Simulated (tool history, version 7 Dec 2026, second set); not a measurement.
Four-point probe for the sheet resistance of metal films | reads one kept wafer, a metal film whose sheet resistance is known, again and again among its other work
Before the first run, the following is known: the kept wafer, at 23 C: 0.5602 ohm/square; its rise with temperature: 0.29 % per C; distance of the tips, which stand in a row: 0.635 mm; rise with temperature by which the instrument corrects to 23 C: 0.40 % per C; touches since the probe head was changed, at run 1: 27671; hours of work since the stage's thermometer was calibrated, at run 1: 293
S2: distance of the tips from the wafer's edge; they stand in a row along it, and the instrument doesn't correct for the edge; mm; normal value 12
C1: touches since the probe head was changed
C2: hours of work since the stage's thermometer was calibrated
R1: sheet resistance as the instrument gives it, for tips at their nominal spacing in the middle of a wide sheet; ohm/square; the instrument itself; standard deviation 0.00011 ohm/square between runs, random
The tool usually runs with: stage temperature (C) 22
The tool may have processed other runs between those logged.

{"run": 1, "hour": 0.0, "stage temperature (C)": 22, "S2": 12, "C1": 27671, "C2": 293, "R1": 0.556601}
{"run": 2, "hour": 35.0, "stage temperature (C)": 29, "S2": 12, "C1": 28217, "C2": 320, "R1": 0.552244}
{"run": 3, "hour": 59.3, "stage temperature (C)": 22, "S2": 56, "C1": 28595, "C2": 338, "R1": 0.555487}
{"run": 4, "hour": 106.2, "stage temperature (C)": 22, "S2": 12, "C1": 29326, "C2": 374, "R1": 0.556266}
{"run": 5, "hour": 143.5, "stage temperature (C)": 22, "S2": 12, "C1": 29907, "C2": 403, "R1": 0.55636}
{"run": 6, "hour": 163.6, "stage temperature (C)": 22, "S2": 12, "C1": 30221, "C2": 418, "R1": 0.556313}
{"run": 7, "hour": 184.2, "stage temperature (C)": 22, "S2": 12, "C1": 30542, "C2": 434, "R1": 0.556109}
{"run": 8, "hour": 212.5, "stage temperature (C)": 22, "S2": 12, "C1": 30983, "C2": 455, "R1": 0.556439}
{"run": 9, "hour": 241.8, "stage temperature (C)": 22, "S2": 12, "C1": 31439, "C2": 478, "R1": 0.556034}
{"run": 10, "hour": 283.7, "stage temperature (C)": 22, "S2": 12, "C1": 32092, "C2": 510, "R1": 0.556143}
{"run": 11, "hour": 306.6, "stage temperature (C)": 22, "S2": 31, "C1": 32449, "C2": 527, "R1": 0.555426}
{"run": 12, "hour": 329.2, "stage temperature (C)": 30, "S2": 12, "C1": 32801, "C2": 545, "R1": 0.551384}
{"run": 13, "hour": 355.4, "stage temperature (C)": 30, "S2": 4, "C1": 33209, "C2": 564, "R1": 0.557854}
{"run": 14, "hour": 378.5, "stage temperature (C)": 22, "S2": 75, "C1": 33569, "C2": 582, "R1": 0.555}
{"run": 15, "hour": 414.7, "stage temperature (C)": 22, "S2": 75, "C1": 34133, "C2": 610, "R1": 0.555011}
{"run": 16, "hour": 439.0, "stage temperature (C)": 22, "S2": 75, "C1": 34512, "C2": 628, "R1": 0.554756}
{"run": 17, "hour": 471.5, "stage temperature (C)": 31, "S2": 18, "C1": 35018, "C2": 653, "R1": 0.549979}
{"run": 18, "hour": 494.5, "stage temperature (C)": 20, "S2": 18, "C1": 35376, "C2": 671, "R1": 0.556459}
{"run": 19, "hour": 523.3, "stage temperature (C)": 22, "S2": 21, "C1": 35826, "C2": 693, "R1": 0.555076}
{"run": 20, "hour": 562.5, "stage temperature (C)": 29, "S2": 11, "C1": 36436, "C2": 723, "R1": 0.551774}
{"run": 21, "hour": 587.1, "stage temperature (C)": 23, "S2": 5, "C1": 36820, "C2": 742, "R1": 0.558954}
{"run": 22, "hour": 618.3, "stage temperature (C)": 23, "S2": 5, "C1": 37307, "C2": 765, "R1": 0.558941}
{"run": 23, "hour": 665.3, "stage temperature (C)": 26, "S2": 5, "C1": 38039, "C2": 801, "R1": 0.557072}
{"run": 24, "hour": 709.9, "stage temperature (C)": 18, "S2": 42, "C1": 38734, "C2": 835, "R1": 0.557027}
{"run": 25, "hour": 734.9, "stage temperature (C)": 30, "S2": 7, "C1": 39123, "C2": 855, "R1": 0.55239}
{"run": 26, "hour": 773.9, "stage temperature (C)": 25, "S2": 12, "C1": 39730, "C2": 884, "R1": 0.553441}
{"run": 27, "hour": 804.2, "stage temperature (C)": 27, "S2": 48, "C1": 40203, "C2": 908, "R1": 0.551466}
{"run": 28, "hour": 825.7, "stage temperature (C)": 24, "S2": 21, "C1": 40539, "C2": 924, "R1": 0.553464}
{"run": 29, "hour": 859.1, "stage temperature (C)": 22, "S2": 5, "C1": 41058, "C2": 950, "R1": 0.559219}
{"run": 30, "hour": 902.5, "stage temperature (C)": 32, "S2": 3, "C1": 41735, "C2": 983, "R1": 0.56139}

Selected run-to-run steps in R1, each split into two signed amounts: the part the tool would show with no hidden state at all (from settings, incoming material and random variation), and the remainder, which goes to the hidden state together with any gauge scatter not common to the measured and the hidden-state-free results:
The tool's hidden condition here consists of: inner tips' distance over the nominal, %; tips' flats over new ones', %; wafer's true temperature over the reading, C; drift of the gauge itself on sheet_ohm, %.
Run 12 -> 13: S2 12 -> 4. R1 +0.00647 ohm/square: hidden state -0.000105, all else +0.006575.
Run 17 -> 18: stage temperature (C) 31 -> 20. R1 +0.00648 ohm/square: hidden state -0.000114, all else +0.006594.
Run 20 -> 21: stage temperature (C) 29 -> 23, S2 11 -> 5. R1 +0.00718 ohm/square: hidden state -0.000124, all else +0.007304.
Run 28 -> 29: stage temperature (C) 24 -> 22, S2 21 -> 5. R1 +0.005755 ohm/square: hidden state -0.000119, all else +0.005874.

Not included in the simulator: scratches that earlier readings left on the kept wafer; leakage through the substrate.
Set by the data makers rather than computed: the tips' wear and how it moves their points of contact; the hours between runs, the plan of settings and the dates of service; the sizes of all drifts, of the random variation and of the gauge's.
